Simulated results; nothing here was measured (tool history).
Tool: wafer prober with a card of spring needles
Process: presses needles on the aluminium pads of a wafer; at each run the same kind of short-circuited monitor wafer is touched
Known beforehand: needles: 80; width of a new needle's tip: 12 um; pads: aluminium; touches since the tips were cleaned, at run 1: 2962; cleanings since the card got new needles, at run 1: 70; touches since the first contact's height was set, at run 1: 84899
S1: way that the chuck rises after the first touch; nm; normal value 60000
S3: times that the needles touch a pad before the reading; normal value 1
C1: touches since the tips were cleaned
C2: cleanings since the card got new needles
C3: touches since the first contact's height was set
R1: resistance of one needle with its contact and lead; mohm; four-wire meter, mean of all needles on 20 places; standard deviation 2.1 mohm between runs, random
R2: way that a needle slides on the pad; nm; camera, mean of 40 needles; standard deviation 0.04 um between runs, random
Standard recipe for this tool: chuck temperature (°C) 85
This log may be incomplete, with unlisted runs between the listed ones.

Run 1, hour 0.0: usual settings; C1 2962; C2 70; C3 84899. Result: R1 276 mohm, R2 14380 nm.
At hour 1.6: tips cleaned on abrasive film.
At hour 12.8: height of the first contact set anew.
At hour 14.9: tips cleaned on abrasive film.
Run 2, hour 20.4: usual settings; C1 1478; C2 72; C3 2038. Result: R1 258 mohm, R2 14730 nm.
At hour 28.8: tips cleaned on abrasive film.
Run 3, hour 33.5: usual settings but chuck temperature (°C) 83; C1 1291; C2 73; C3 5582. Result: R1 256 mohm, R2 14750 nm.
At hour 40.7: tips cleaned on abrasive film.
At hour 54.0: tips cleaned on abrasive film.
Run 4, hour 54.2: usual settings but S3 2; C1 79; C2 75; C3 11163. Result: R1 234 mohm, R2 14720 nm.
At hour 67.9: tips cleaned on abrasive film.
Run 5, hour 77.0: usual settings but S1 52000 nm; C1 2484; C2 76; C3 17331. Result: R1 286 mohm, R2 12720 nm.
At hour 79.8: tips cleaned on abrasive film.
At hour 91.8: tips cleaned on abrasive film.
Run 6, hour 95.5: usual settings but S3 2; C1 1004; C2 78; C3 22290. Result: R1 246 mohm, R2 14620 nm.
At hour 104.7: tips cleaned on abrasive film.
Run 7, hour 108.1: usual settings but S3 2; C1 908; C2 79; C3 25688. Result: R1 246 mohm, R2 14620 nm.
At hour 117.1: tips cleaned on abrasive film.
At hour 130.1: tips cleaned on abrasive film.
Run 8, hour 132.9: usual settings; C1 759; C2 81; C3 32394. Result: R1 250 mohm, R2 14510 nm.
At hour 143.5: tips cleaned on abrasive film.
Run 9, hour 153.2: usual settings but S1 75000 nm; C1 2657; C2 82; C3 37885. Result: R1 259 mohm, R2 18360 nm.
At hour 157.2: tips cleaned on abrasive film.
At hour 169.4: tips cleaned on abrasive film.
Run 10, hour 180.5: usual settings but S1 75000 nm; C1 2997; C2 84; C3 45233. Result: R1 259 mohm, R2 18240 nm.
At hour 182.3: tips cleaned on abrasive film.
Run 11, hour 193.7: usual settings but S1 75000 nm; C1 3104; C2 85; C3 48810. Result: R1 254 mohm, R2 18140 nm.
At hour 195.3: tips cleaned on abrasive film.
At hour 208.0: tips cleaned on abrasive film.
Run 12, hour 212.6: usual settings but S1 75000 nm; C1 1267; C2 87; C3 53902. Result: R1 246 mohm, R2 18090 nm.
At hour 220.2: tips cleaned on abrasive film.
At hour 232.0: tips cleaned on abrasive film.
Run 13, hour 241.7: usual settings but S1 75000 nm; C1 2645; C2 89; C3 61744. Result: R1 258 mohm, R2 18060 nm.
At hour 243.8: tips cleaned on abrasive film.
At hour 257.3: tips cleaned on abrasive film.
Run 14, hour 268.0: usual settings but S1 75000 nm; C1 2907; C2 91; C3 68848. Result: R1 257 mohm, R2 18170 nm.
At hour 270.6: tips cleaned on abrasive film.
At hour 283.4: tips cleaned on abrasive film.
Run 15, hour 287.3: usual settings but S1 75000 nm; C1 1043; C2 93; C3 74022. Result: R1 245 mohm, R2 18060 nm.
At hour 295.9: tips cleaned on abrasive film.
At hour 307.7: tips cleaned on abrasive film.
Run 16, hour 309.0: usual settings but S1 75000 nm; C1 357; C2 95; C3 79887. Result: R1 240 mohm, R2 17930 nm.
At hour 319.9: tips cleaned on abrasive film.
Run 17, hour 326.8: usual settings but S1 75000 nm; C1 1873; C2 96; C3 84693. Result: R1 252 mohm, R2 17980 nm.
At hour 331.6: tips cleaned on abrasive film.
At hour 339.4: height of the first contact set anew.
Run 18, hour 342.7: usual settings but S1 78000 nm, chuck temperature (°C) 44, S3 2; C1 2946; C2 97; C3 910. Result: R1 236 mohm, R2 19220 nm.
At hour 345.0: tips cleaned on abrasive film.
At hour 357.8: tips cleaned on abrasive film.
Run 19, hour 360.9: usual settings but chuck temperature (°C) 30, S3 3; C1 848; C2 99; C3 5798. Result: R1 231 mohm, R2 14780 nm.
At hour 369.5: tips cleaned on abrasive film.
At hour 381.3: tips cleaned on abrasive film.
Run 20, hour 382.9: usual settings but chuck temperature (°C) 30, S3 3; C1 457; C2 101; C3 11732. Result: R1 225 mohm, R2 14730 nm.
At hour 394.6: tips cleaned on abrasive film.
Run 21, hour 396.1: usual settings but S1 69000 nm, chuck temperature (°C) 51, S3 3; C1 399; C2 102; C3 15287. Result: R1 226 mohm, R2 16940 nm.
At hour 408.0: tips cleaned on abrasive film.
At hour 421.0: tips cleaned on abrasive film.
Run 22, hour 421.0: usual settings but S1 45000 nm, chuck temperature (°C) 53, S3 3; C1 0; C2 104; C3 22000. Result: R1 242 mohm, R2 10940 nm.
At hour 433.0: tips cleaned on abrasive film.
Run 23, hour 433.2: usual settings but S1 45000 nm, chuck temperature (°C) 53, S3 3; C1 71; C2 105; C3 25299. Result: R1 240 mohm, R2 10950 nm.
At hour 445.6: tips cleaned on abrasive film.
At hour 457.6: tips cleaned on abrasive film.
Run 24, hour 461.9: usual settings but S1 51000 nm, chuck temperature (°C) 49, S3 3; C1 1165; C2 107; C3 33029. Result: R1 241 mohm, R2 12400 nm.
At hour 470.6: tips cleaned on abrasive film.
Run 25, hour 477.6: usual settings but S1 51000 nm, chuck temperature (°C) 45, S3 2; C1 1923; C2 108; C3 37288. Result: R1 256 mohm, R2 12390 nm.
At hour 483.7: tips cleaned on abrasive film.
At hour 496.1: tips cleaned on abrasive film.
Run 26, hour 496.1: usual settings but S1 73000 nm, S3 3; C1 0; C2 110; C3 42247. Result: R1 236 mohm, R2 17740 nm.
At hour 507.9: tips cleaned on abrasive film.
Run 27, hour 514.1: usual settings but S1 73000 nm, S3 3; C1 1691; C2 111; C3 47122. Result: R1 240 mohm, R2 17740 nm.
At hour 520.4: tips cleaned on abrasive film.
Run 28, hour 528.3: usual settings but S1 76000 nm, chuck temperature (°C) 76, S3 2; C1 2165; C2 112; C3 50962. Result: R1 245 mohm, R2 18450 nm.
At hour 532.0: tips cleaned on abrasive film.
At hour 543.8: tips cleaned on abrasive film.
Run 29, hour 553.4: usual settings but S1 45000 nm, chuck temperature (°C) 122; C1 2622; C2 114; C3 57727. Result: R1 314 mohm, R2 10700 nm.

3 ways to go on from here, each from the tool as it stands after run 29. What would each give?
At hour 555.7: tips cleaned on abrasive film.
At hour 567.7: tips cleaned on abrasive film.
Run A, hour 574.4: usual settings but chuck temperature (°C) 53; C1 1824; C2 116; C3 63370. Result: R1 ?, R2 ?.
At hour 555.7: tips cleaned on abrasive film.
At hour 567.7: tips cleaned on abrasive film.
Run B, hour 574.4: usual settings but chuck temperature (°C) 62, S3 3; C1 1824; C2 116; C3 63370. Result: R1 ?, R2 ?.
At hour 555.7: tips cleaned on abrasive film.
At hour 567.7: tips cleaned on abrasive film.
Run C, hour 574.4: usual settings but S1 69000 nm, chuck temperature (°C) 52, S3 2; C1 1824; C2 116; C3 63370. Result: R1 ?, R2 ?.

run   R1     R2
  A  263  14420
  B  245  14440
  C  243  16580
Without the tool's hidden state the same runs would have given:
run   R1     R2
  A  227  14770
  B  229  14790
  C  224  16930
